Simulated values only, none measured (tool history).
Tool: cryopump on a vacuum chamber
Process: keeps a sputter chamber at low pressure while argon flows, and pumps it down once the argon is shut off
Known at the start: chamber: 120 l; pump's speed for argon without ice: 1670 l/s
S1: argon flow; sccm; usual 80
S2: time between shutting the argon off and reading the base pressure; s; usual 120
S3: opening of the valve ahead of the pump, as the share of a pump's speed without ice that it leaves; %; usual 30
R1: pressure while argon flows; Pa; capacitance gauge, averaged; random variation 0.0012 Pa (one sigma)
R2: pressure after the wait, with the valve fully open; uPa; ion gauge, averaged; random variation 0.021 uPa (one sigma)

| run | hour | S1 | S2 | S3 | R1 | R2 |
|---|---|---|---|---|---|---|
| 1 | 0 | 80 | 120 | 30 | 0.2737 | 0.52 |
| 2 | 92.1 | 80 | 120 | 30 | 0.2795 | 0.74 |
| 3 | 137.8 | 53 | 120 | 30 | 0.1879 | 0.83 |
| 4 | 220.2 | 53 | 120 | 30 | 0.1909 | 0.97 |
| 5 | 308.4 | 80 | 120 | 18 | 0.4677 | 1.21 |
| 6 | 374.5 | 80 | 120 | 42 | 0.2155 | 1.35 |
| 7 | 461 | 80 | 120 | 23 | 0.3827 | 1.57 |
|  | 516.3 | pump warmed up, emptied and cooled again |
| 8 | 532.1 | 80 | 120 | 23 | 0.3524 | 1.39 |
| 9 | 609.1 | 80 | 120 | 23 | 0.3562 | 1.55 |
| 10 | 675.6 | 52 | 120 | 30 | 0.1796 | 1.69 |
| 11 | 769.8 | 114 | 95 | 21 | 0.5642 | 1.95 |
| 12 | 816.2 | 80 | 38 | 17 | 0.492 | 2.63 |

3 ways to go on from here, each from the tool as it stands after run 12. What would each give?
| A | 895.3 | 80 | 120 | 18 | ? | ? |
| B | 895.3 | 60 | 56 | 15 | ? | ? |
| C | 895.3 | 88 | 187 | 47 | ? | ? |

| run | R1 | R2 |
|---|---|---|
| A | 0.4663 | 2.22 |
| B | 0.4144 | 2.52 |
| C | 0.209 | 2.16 |
Without the tool's hidden state the same runs would have given:
| run | R1 | R2 |
|---|---|---|
| A | 0.449 | 0.49 |
| B | 0.4015 | 0.8 |
| C | 0.1898 | 0.38 |

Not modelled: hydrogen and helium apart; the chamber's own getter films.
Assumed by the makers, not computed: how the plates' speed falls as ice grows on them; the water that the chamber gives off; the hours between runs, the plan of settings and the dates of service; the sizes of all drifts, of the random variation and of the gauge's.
